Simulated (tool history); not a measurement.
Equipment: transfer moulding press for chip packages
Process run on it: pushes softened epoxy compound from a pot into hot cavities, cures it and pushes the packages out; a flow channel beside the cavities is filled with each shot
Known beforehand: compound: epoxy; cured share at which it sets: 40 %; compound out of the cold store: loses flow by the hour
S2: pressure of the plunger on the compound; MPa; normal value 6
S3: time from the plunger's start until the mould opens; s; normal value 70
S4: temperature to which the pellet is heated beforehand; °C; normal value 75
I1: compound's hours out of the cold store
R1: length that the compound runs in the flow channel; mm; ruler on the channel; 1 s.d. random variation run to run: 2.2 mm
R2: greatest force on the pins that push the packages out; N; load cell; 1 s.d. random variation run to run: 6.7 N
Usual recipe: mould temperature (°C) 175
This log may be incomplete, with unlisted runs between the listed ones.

run 1 hour=0 | mould_temperature_(°C)=175 S2=6 S3=70 S4=75 | I1=27.1 | R1=723 R2=317
run 2 hour=34.9 | mould_temperature_(°C)=175 S2=6 S3=105 S4=75 | I1=33.7 | R1=711 R2=196
-- hour=42.9 cavities cleaned with cleaning compound and waxed
run 3 hour=69.8 | mould_temperature_(°C)=175 S2=6 S3=70 S4=75 | I1=33.6 | R1=714 R2=317
-- hour=102.3 cavities cleaned with cleaning compound and waxed
run 4 hour=103.6 | mould_temperature_(°C)=175 S2=6 S3=70 S4=75 | I1=11.1 | R1=764 R2=323
run 5 hour=132.9 | mould_temperature_(°C)=175 S2=6 S3=70 S4=75 | I1=24.5 | R1=735 R2=329
run 6 hour=157.4 | mould_temperature_(°C)=175 S2=6 S3=70 S4=75 | I1=25.3 | R1=732 R2=332
-- hour=161.7 cavities cleaned with cleaning compound and waxed
-- hour=186.6 plunger's sealing rings changed
run 7 hour=191.5 | mould_temperature_(°C)=175 S2=6 S3=70 S4=85 | I1=12.8 | R1=763 R2=336
run 8 hour=220 | mould_temperature_(°C)=175 S2=6 S3=70 S4=85 | I1=47.5 | R1=688 R2=298
-- hour=224.5 cavities cleaned with cleaning compound and waxed
run 9 hour=241 | mould_temperature_(°C)=175 S2=6 S3=70 S4=84 | I1=21.9 | R1=741 R2=309
run 10 hour=270.5 | mould_temperature_(°C)=175 S2=4.74 S3=70 S4=75 | I1=18.9 | R1=663 R2=318
-- hour=285.7 cavities cleaned with cleaning compound and waxed
run 11 hour=288.6 | mould_temperature_(°C)=174 S2=6 S3=70 S4=75 | I1=35 | R1=714 R2=333
run 12 hour=307.1 | mould_temperature_(°C)=174 S2=6 S3=70 S4=75 | I1=11.2 | R1=768 R2=364
run 13 hour=336.5 | mould_temperature_(°C)=174 S2=6 S3=70 S4=75 | I1=19.3 | R1=750 R2=355
-- hour=346.7 cavities cleaned with cleaning compound and waxed
run 14 hour=370.6 | mould_temperature_(°C)=173 S2=5.22 S3=70 S4=75 | I1=43.2 | R1=652 R2=363
run 15 hour=391.8 | mould_temperature_(°C)=182 S2=5.42 S3=70 S4=76 | I1=45.6 | R1=636 R2=213
-- hour=407 cavities cleaned with cleaning compound and waxed
run 16 hour=408.9 | mould_temperature_(°C)=182 S2=5.42 S3=70 S4=76 | I1=8.6 | R1=706 R2=217
run 17 hour=431.7 | mould_temperature_(°C)=182 S2=5.42 S3=70 S4=76 | I1=35 | R1=657 R2=214
run 18 hour=461.1 | mould_temperature_(°C)=182 S2=5.42 S3=70 S4=76 | I1=18.4 | R1=686 R2=214
-- hour=466.6 cavities cleaned with cleaning compound and waxed
run 19 hour=480.1 | mould_temperature_(°C)=175 S2=6 S3=81 S4=84 | I1=37.2 | R1=704 R2=230
run 20 hour=501.3 | mould_temperature_(°C)=182 S2=6 S3=70 S4=75 | I1=10.9 | R1=739 R2=215
-- hour=511.6 plunger's sealing rings changed
-- hour=530.1 cavities cleaned with cleaning compound and waxed
run 21 hour=530.7 | mould_temperature_(°C)=182 S2=6 S3=70 S4=75 | I1=42.4 | R1=675 R2=201
run 22 hour=550.6 | mould_temperature_(°C)=182 S2=6 S3=70 S4=75 | I1=42.2 | R1=679 R2=210
run 23 hour=578.7 | mould_temperature_(°C)=181 S2=5.14 S3=88 S4=69 | I1=16.5 | R1=676 R2=188
-- hour=589.6 cavities cleaned with cleaning compound and waxed
run 24 hour=595.9 | mould_temperature_(°C)=168 S2=6 S3=70 S4=75 | I1=33.9 | R1=739 R2=531
run 25 hour=615.1 | mould_temperature_(°C)=173 S2=6 S3=88 S4=79 | I1=8.8 | R1=775 R2=235

5 ways to go on from here, each from the tool as it stands after run 25. What would each give?
run A hour=630 | mould_temperature_(°C)=173 S2=6 S3=70 S4=78 | I1=23.8 | R1=? R2=?
run B hour=630 | mould_temperature_(°C)=175 S2=6 S3=70 S4=65 | I1=23.9 | R1=? R2=?
run C hour=630 | mould_temperature_(°C)=173 S2=4.91 S3=74 S4=75 | I1=9.4 | R1=? R2=?
run D hour=630 | mould_temperature_(°C)=172 S2=4.77 S3=88 S4=81 | I1=23.2 | R1=? R2=?
run E hour=630 | mould_temperature_(°C)=177 S2=6 S3=109 S4=81 | I1=13.5 | R1=? R2=?

run=A R1=746 R2=362
run=B R1=736 R2=331
run=C R1=701 R2=342
run=D R1=669 R2=251
run=E R1=752 R2=187
Stripped of hidden state, with their random variation kept, the same runs would have yielded:
run=A R1=746 R2=358
run=B R1=737 R2=327
run=C R1=702 R2=338
run=D R1=670 R2=248
run=E R1=753 R2=184
